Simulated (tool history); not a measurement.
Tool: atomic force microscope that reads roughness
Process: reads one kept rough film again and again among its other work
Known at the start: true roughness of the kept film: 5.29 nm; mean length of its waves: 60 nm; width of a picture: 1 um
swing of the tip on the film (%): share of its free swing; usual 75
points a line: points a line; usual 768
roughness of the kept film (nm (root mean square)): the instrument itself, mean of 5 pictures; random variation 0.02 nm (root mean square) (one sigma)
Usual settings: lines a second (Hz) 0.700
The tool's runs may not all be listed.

run	hour	lines a second (Hz)	swing of the tip on the film (%)	points a line	roughness of the kept film (nm (root mean square))
1	0.0	0.700	75	768	4.309
2	6.8	2.303	75	768	3.970
# hour 12.2: new tip fitted
3	17.8	2.303	75	768	4.532
4	30.8	2.303	75	768	4.442
5	38.3	0.700	75	768	4.702
6	50.9	0.654	75	768	4.577
7	57.6	0.654	75	768	4.527
8	72.0	0.700	66	768	4.453
9	78.4	0.700	66	768	4.413
10	87.8	0.700	75	768	4.284
# hour 93.0: new tip fitted
11	98.1	0.933	78	483	4.766
12	110.8	3.533	75	326	4.211
13	123.2	3.304	66	644	4.403
14	129.1	0.700	84	768	4.486
15	140.9	0.750	75	768	4.508
16	150.4	0.744	75	622	4.392
17	159.9	0.548	60	787	4.397
# hour 173.3: new tip fitted
18	174.3	0.548	60	787	4.995
19	185.7	1.960	75	309	4.510
20	194.3	0.981	56	309	4.788

5 ways to go on from here, each from the tool as it stands after run 20. What would each give?
A	202.0	2.801	77	733	?
B	202.0	0.812	85	940	?
C	202.0	1.249	78	775	?
D	202.0	1.282	63	768	?
E	202.0	0.700	84	768	?

run	roughness of the kept film (nm (root mean square))
A	4.180
B	4.520
C	4.491
D	4.634
E	4.560
Without the tool's hidden state the same runs would have given:
run	roughness of the kept film (nm (root mean square))
A	4.447
B	4.809
C	4.779
D	4.930
E	4.852
